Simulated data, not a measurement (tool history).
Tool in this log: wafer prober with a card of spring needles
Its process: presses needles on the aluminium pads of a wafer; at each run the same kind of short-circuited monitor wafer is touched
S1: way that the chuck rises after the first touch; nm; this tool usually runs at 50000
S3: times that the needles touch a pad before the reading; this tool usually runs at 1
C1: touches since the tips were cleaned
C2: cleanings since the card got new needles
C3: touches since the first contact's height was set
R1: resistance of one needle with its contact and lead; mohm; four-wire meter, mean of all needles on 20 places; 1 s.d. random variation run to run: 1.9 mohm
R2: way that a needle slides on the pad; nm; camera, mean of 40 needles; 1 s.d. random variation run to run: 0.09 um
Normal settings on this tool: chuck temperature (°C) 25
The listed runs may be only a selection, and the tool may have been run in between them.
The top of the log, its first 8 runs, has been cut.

{"hour": 216.6, "done": "tips cleaned on abrasive film"}
{"hour": 230.3, "done": "tips cleaned on abrasive film"}
{"run": 9, "hour": 235.8, "S1": 50000, "chuck temperature (°C)": 25, "S3": 1, "C1": 2313, "C2": 68, "C3": 121050, "R1": 372, "R2": 12660}
{"hour": 243.9, "done": "tips cleaned on abrasive film"}
{"run": 10, "hour": 253.5, "S1": 50000, "chuck temperature (°C)": 25, "S3": 1, "C1": 4020, "C2": 69, "C3": 128442, "R1": 466, "R2": 12610}
{"hour": 258.3, "done": "tips cleaned on abrasive film"}
{"hour": 271.1, "done": "tips cleaned on abrasive film"}
{"run": 11, "hour": 271.1, "S1": 50000, "chuck temperature (°C)": 25, "S3": 1, "C1": 0, "C2": 71, "C3": 135759, "R1": 228, "R2": 12720}
{"hour": 285.2, "done": "tips cleaned on abrasive film"}
{"run": 12, "hour": 288.7, "S1": 50000, "chuck temperature (°C)": 25, "S3": 1, "C1": 1455, "C2": 72, "C3": 143123, "R1": 349, "R2": 12450}
{"hour": 300.4, "done": "tips cleaned on abrasive film"}
{"hour": 300.7, "done": "height of the first contact set anew"}
{"hour": 314.4, "done": "tips cleaned on abrasive film"}
{"run": 13, "hour": 321.3, "S1": 50000, "chuck temperature (°C)": 25, "S3": 1, "C1": 2894, "C2": 74, "C3": 8624, "R1": 395, "R2": 13420}
{"hour": 327.7, "done": "tips cleaned on abrasive film"}
{"hour": 342.3, "done": "tips cleaned on abrasive film"}
{"run": 14, "hour": 354.0, "S1": 31000, "chuck temperature (°C)": 25, "S3": 1, "C1": 4912, "C2": 76, "C3": 22252, "R1": 918, "R2": 8110}
{"hour": 357.2, "done": "tips cleaned on abrasive film"}
{"hour": 372.7, "done": "tips cleaned on abrasive film"}
{"run": 15, "hour": 380.1, "S1": 33000, "chuck temperature (°C)": 25, "S3": 1, "C1": 3109, "C2": 78, "C3": 33132, "R1": 715, "R2": 8620}
{"hour": 387.6, "done": "tips cleaned on abrasive film"}
{"hour": 403.4, "done": "tips cleaned on abrasive film"}
{"hour": 416.4, "done": "tips cleaned on abrasive film"}
{"run": 16, "hour": 422.2, "S1": 33000, "chuck temperature (°C)": 25, "S3": 1, "C1": 2436, "C2": 81, "C3": 50718, "R1": 609, "R2": 8570}
{"hour": 430.3, "done": "tips cleaned on abrasive film"}
{"hour": 444.3, "done": "tips cleaned on abrasive film"}
{"run": 17, "hour": 456.7, "S1": 33000, "chuck temperature (°C)": 51, "S3": 1, "C1": 5183, "C2": 83, "C3": 65105, "R1": 936, "R2": 8450}
{"hour": 458.7, "done": "tips cleaned on abrasive film"}
{"hour": 473.1, "done": "tips cleaned on abrasive film"}
{"run": 18, "hour": 474.3, "S1": 40000, "chuck temperature (°C)": 36, "S3": 1, "C1": 494, "C2": 85, "C3": 72439, "R1": 318, "R2": 10350}
{"hour": 488.2, "done": "tips cleaned on abrasive film"}
{"hour": 503.5, "done": "tips cleaned on abrasive film"}
{"run": 19, "hour": 510.8, "S1": 41000, "chuck temperature (°C)": 35, "S3": 1, "C1": 3081, "C2": 87, "C3": 87686, "R1": 572, "R2": 10530}
{"hour": 518.6, "done": "tips cleaned on abrasive film"}
{"hour": 531.8, "done": "tips cleaned on abrasive film"}
{"hour": 545.9, "done": "tips cleaned on abrasive film"}
{"run": 20, "hour": 548.3, "S1": 41000, "chuck temperature (°C)": 35, "S3": 1, "C1": 1018, "C2": 90, "C3": 103298, "R1": 345, "R2": 10380}
{"hour": 560.1, "done": "tips cleaned on abrasive film"}
{"run": 21, "hour": 567.1, "S1": 50000, "chuck temperature (°C)": 68, "S3": 1, "C1": 2934, "C2": 91, "C3": 111168, "R1": 441, "R2": 12660}
{"hour": 573.1, "done": "tips cleaned on abrasive film"}
{"hour": 587.2, "done": "tips cleaned on abrasive film"}
{"hour": 602.3, "done": "tips cleaned on abrasive film"}
{"run": 22, "hour": 602.8, "S1": 50000, "chuck temperature (°C)": 27, "S3": 2, "C1": 220, "C2": 94, "C3": 126035, "R1": 242, "R2": 12620}
{"hour": 615.9, "done": "tips cleaned on abrasive film"}
{"run": 23, "hour": 620.6, "S1": 30000, "chuck temperature (°C)": 57, "S3": 2, "C1": 1989, "C2": 95, "C3": 133472, "R1": 550, "R2": 7320}
{"hour": 629.1, "done": "tips cleaned on abrasive film"}
{"hour": 643.8, "done": "tips cleaned on abrasive film"}
{"run": 24, "hour": 646.7, "S1": 52000, "chuck temperature (°C)": 27, "S3": 3, "C1": 1234, "C2": 97, "C3": 144360, "R1": 259, "R2": 13110}
{"hour": 656.1, "done": "height of the first contact set anew"}
{"hour": 659.3, "done": "tips cleaned on abrasive film"}
{"hour": 673.9, "done": "tips cleaned on abrasive film"}
{"run": 25, "hour": 674.8, "S1": 52000, "chuck temperature (°C)": 27, "S3": 3, "C1": 363, "C2": 99, "C3": 7774, "R1": 223, "R2": 13980}
{"hour": 686.7, "done": "tips cleaned on abrasive film"}
{"hour": 701.4, "done": "tips cleaned on abrasive film"}
{"run": 26, "hour": 708.9, "S1": 46000, "chuck temperature (°C)": 29, "S3": 1, "C1": 3160, "C2": 101, "C3": 22018, "R1": 471, "R2": 12190}
{"hour": 715.0, "done": "tips cleaned on abrasive film"}
{"hour": 728.7, "done": "tips cleaned on abrasive film"}
{"run": 27, "hour": 732.8, "S1": 58000, "chuck temperature (°C)": 58, "S3": 1, "C1": 1704, "C2": 103, "C3": 31983, "R1": 316, "R2": 15230}
{"hour": 743.7, "done": "tips cleaned on abrasive film"}
{"run": 28, "hour": 752.1, "S1": 36000, "chuck temperature (°C)": 49, "S3": 3, "C1": 3536, "C2": 104, "C3": 40066, "R1": 415, "R2": 9210}
{"hour": 757.6, "done": "tips cleaned on abrasive film"}
{"hour": 770.6, "done": "tips cleaned on abrasive film"}
{"hour": 784.6, "done": "tips cleaned on abrasive film"}
{"run": 29, "hour": 784.6, "S1": 50000, "chuck temperature (°C)": 101, "S3": 3, "C1": 0, "C2": 107, "C3": 53580, "R1": 246, "R2": 12910}
{"hour": 798.7, "done": "tips cleaned on abrasive film"}
{"hour": 814.3, "done": "tips cleaned on abrasive film"}
{"run": 30, "hour": 814.3, "S1": 62000, "chuck temperature (°C)": 65, "S3": 3, "C1": 0, "C2": 109, "C3": 65971, "R1": 218, "R2": 16190}
{"hour": 827.5, "done": "tips cleaned on abrasive film"}
{"hour": 841.3, "done": "tips cleaned on abrasive film"}
{"run": 31, "hour": 848.7, "S1": 34000, "chuck temperature (°C)": 39, "S3": 2, "C1": 3123, "C2": 111, "C3": 80349, "R1": 550, "R2": 8640}

3 ways to go on from here, each from the tool as it stands after run 31. What would each give?
{"hour": 857.1, "done": "tips cleaned on abrasive film"}
{"hour": 872.0, "done": "tips cleaned on abrasive film"}
{"run": "A", "hour": 877.7, "S1": 50000, "chuck temperature (°C)": 65, "S3": 1, "C1": 2371, "C2": 113, "C3": 92422, "R1": "?", "R2": "?"}
{"hour": 857.1, "done": "tips cleaned on abrasive film"}
{"hour": 872.0, "done": "tips cleaned on abrasive film"}
{"run": "B", "hour": 877.7, "S1": 67000, "chuck temperature (°C)": 102, "S3": 2, "C1": 2371, "C2": 113, "C3": 92422, "R1": "?", "R2": "?"}
{"hour": 857.1, "done": "tips cleaned on abrasive film"}
{"hour": 872.0, "done": "tips cleaned on abrasive film"}
{"run": "C", "hour": 877.7, "S1": 48000, "chuck temperature (°C)": 25, "S3": 1, "C1": 2371, "C2": 113, "C3": 92422, "R1": "?", "R2": "?"}

run=A R1=420 R2=12810
run=B R1=275 R2=17310
run=C R1=439 R2=12430
Without the tool's hidden state the same runs would have given:
run=A R1=210 R2=13280
run=B R1=203 R2=17780
run=C R1=199 R2=12900

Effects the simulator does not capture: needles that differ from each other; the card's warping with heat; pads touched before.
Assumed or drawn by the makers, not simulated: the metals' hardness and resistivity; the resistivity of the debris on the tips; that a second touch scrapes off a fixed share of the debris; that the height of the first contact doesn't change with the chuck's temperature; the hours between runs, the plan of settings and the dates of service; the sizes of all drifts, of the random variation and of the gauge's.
